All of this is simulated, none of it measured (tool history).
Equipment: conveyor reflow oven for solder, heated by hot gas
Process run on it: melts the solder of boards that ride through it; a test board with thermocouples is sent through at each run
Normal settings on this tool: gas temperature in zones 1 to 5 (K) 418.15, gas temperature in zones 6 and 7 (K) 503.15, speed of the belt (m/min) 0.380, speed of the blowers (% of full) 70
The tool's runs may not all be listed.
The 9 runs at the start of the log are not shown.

run,hour,gas temperature in zones 1 to 5 (K),gas temperature in zones 6 and 7 (K),speed of the belt (m/min),speed of the blowers (% of full),hours of work since the flux was cleaned out,hours of work since the belt drive was overhauled,hours of work since the thermocouples were changed,highest temperature of the board (K),time above the solder's melting point (s)
10,77.7,418.15,503.15,0.380,79,235,215,277,491.75,77.3
11,87.2,418.15,503.15,0.380,62,240,220,282,487.75,72.3
12,94.6,418.15,503.15,0.380,62,244,224,286,487.55,72.3
13,105.5,418.15,503.15,0.380,62,250,230,292,487.75,72.2
14,113.8,418.15,503.15,0.380,62,254,235,297,487.55,72.1
15,121.2,418.15,503.15,0.380,62,258,239,301,487.65,72.5
16,131.0,418.15,503.15,0.380,62,263,244,306,487.25,71.8
17,141.3,418.15,503.15,0.308,78,269,249,312,495.65,100.6
18,149.1,418.15,500.15,0.401,51,273,254,316,479.65,57.3
19,159.7,418.15,500.15,0.319,71,279,259,322,490.75,92.7
20,168.9,419.15,516.15,0.369,71,284,264,326,502.55,87.9
21,179.2,415.15,504.15,0.313,51,289,270,332,489.85,89.4
22,187.1,415.15,504.15,0.313,51,293,274,336,489.65,89.4

Forecast run 23:
23,194.7,428.15,492.15,0.404,53,298,278,340,?,?

Run 23 came out at highest temperature of the board (K) 476.05, time above the solder's melting point (s) 57.5.
Without the tool's hidden state the same run would have given highest temperature of the board (K) 477.35, time above the solder's melting point (s) 59.2.

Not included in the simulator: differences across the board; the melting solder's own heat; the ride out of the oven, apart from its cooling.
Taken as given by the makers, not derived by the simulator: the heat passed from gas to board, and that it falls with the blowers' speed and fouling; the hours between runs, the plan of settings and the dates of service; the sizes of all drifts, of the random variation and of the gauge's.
